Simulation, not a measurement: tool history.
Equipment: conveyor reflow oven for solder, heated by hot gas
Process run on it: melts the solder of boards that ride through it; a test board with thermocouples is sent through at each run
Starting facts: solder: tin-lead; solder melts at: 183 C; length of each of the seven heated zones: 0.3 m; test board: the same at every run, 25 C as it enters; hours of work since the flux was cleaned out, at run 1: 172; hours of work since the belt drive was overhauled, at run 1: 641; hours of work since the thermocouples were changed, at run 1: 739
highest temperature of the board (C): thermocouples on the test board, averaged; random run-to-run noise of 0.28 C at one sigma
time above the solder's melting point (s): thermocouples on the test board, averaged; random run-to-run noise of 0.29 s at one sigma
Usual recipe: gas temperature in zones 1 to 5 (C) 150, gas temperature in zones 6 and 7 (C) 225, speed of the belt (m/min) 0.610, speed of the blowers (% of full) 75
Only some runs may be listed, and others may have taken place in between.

run     day  gas temperature in zones 1 to 5 (C)  gas temperature in zones 6 and 7 (C)  speed of the belt (m/min)  speed of the blowers (% of full)  hours of work since the flux was cleaned out  hours of work since the belt drive was overhauled  hours of work since the thermocouples were changed  highest temperature of the board (C)  time above the solder's melting point (s)
  1   0.000                                  150                                   225                      0.610                                75                                           172                                                641                                                 739                                 208.3                                       41.8
  2   1.450                                  150                                   225                      0.610                                70                                           198                                                667                                                 765                                 206.8                                       40.5
  3   3.142                                  143                                   225                      0.610                                75                                           228                                                697                                                 796                                 206.4                                       37.5
  4   5.033                                  156                                   225                      0.610                                75                                           262                                                731                                                 830                                 209.6                                       44.5
  5   6.829                                  156                                   225                      0.610                                75                                           294                                                763                                                 862                                 209.1                                       44.4
  6   8.375                                  156                                   229                      0.610                                75                                           322                                                791                                                 889                                 212.2                                       46.3
  7  10.258                                  139                                   225                      0.610                                75                                           356                                                825                                                 923                                 204.8                                       34.9
     10.621  -- flux residue cleaned out of gas plates and filters
  8  11.592                                  149                                   225                      0.610                                75                                            17                                                845                                                 943                                 208.9                                       41.9
  9  12.762                                  149                                   225                      0.538                                75                                            38                                                866                                                 964                                 212.5                                       51.2
 10  14.250                                  149                                   225                      0.538                                75                                            65                                                892                                                 991                                 212.6                                       50.7
 11  15.617                                  150                                   225                      0.574                                75                                            89                                                917                                                1015                                 210.7                                       46.9
 12  17.338                                  150                                   225                      0.574                                75                                           120                                                948                                                1046                                 210.4                                       46.4
 13  18.496                                  150                                   225                      0.574                                75                                           141                                                968                                                1067                                 210.5                                       46.5
 14  20.729                                  150                                   225                      0.707                                88                                           181                                               1008                                                1107                                 207.6                                       34.8
 15  22.788                                  164                                   225                      0.707                                67                                           218                                               1045                                                1144                                 205.1                                       37.1
 16  25.158                                  164                                   225                      0.707                                67                                           260                                               1088                                                1186                                 205.0                                       36.7
 17  26.533                                  150                                   220                      0.729                                56                                           285                                               1112                                                1211                                 191.5                                       15.8
 18  27.538                                  150                                   220                      0.729                                56                                           303                                               1130                                                1229                                 191.5                                       15.4
 19  29.529                                  159                                   225                      0.668                                64                                           338                                               1166                                                1264                                 204.2                                       36.4
     30.833  -- flux residue cleaned out of gas plates and filters
 20  32.200                                  159                                   225                      0.668                                64                                            24                                               1210                                                1308                                 206.4                                       38.5
     32.471  -- thermocouples of zones 6 and 7 changed
 21  33.875                                  147                                   225                      0.591                                64                                            53                                               1238                                                  25                                 205.4                                       39.4
 22  35.583                                  161                                   216                      0.591                                67                                            84                                               1269                                                  56                                 202.6                                       42.6
 23  37.338                                  161                                   216                      0.674                                75                                           115                                               1300                                                  87                                 201.0                                       35.1

For each entry between runs, how does the tool's hidden state at the last listed run before it compare with that at the first listed run after it?
Runs 7 to 8: flux residue cleaned out of gas plates and filters (day 10.621)
  heat that the gas passes to the board, % of a clean oven's: 93.2 -> 98.4; belt's true speed, % of the reading: 98.73 -> 98.7; true gas temperature in zones 6 and 7 over the reading, C: 0.93 -> 0.96
  measured less the result without the state, highest temperature of the board (C): -0.9 -> +0.7; time above the solder's melting point (s): -0.8 -> +1.1
Runs 19 to 20: flux residue cleaned out of gas plates and filters (day 30.833)
  heat that the gas passes to the board, % of a clean oven's: 92.8 -> 99.2; belt's true speed, % of the reading: 98.24 -> 98.17; true gas temperature in zones 6 and 7 over the reading, C: 1.38 -> 1.45
  measured less the result without the state, highest temperature of the board (C): -0.3 -> +1.4; time above the solder's melting point (s): -0.1 -> +2.0
Runs 20 to 21: thermocouples of zones 6 and 7 changed (day 32.471)
  heat that the gas passes to the board, % of a clean oven's: 99.2 -> 98.7; belt's true speed, % of the reading: 98.17 -> 98.13; true gas temperature in zones 6 and 7 over the reading, C: 1.45 -> -0.37
  measured less the result without the state, highest temperature of the board (C): +1.4 -> +0.0; time above the solder's melting point (s): +2.0 -> +0.8
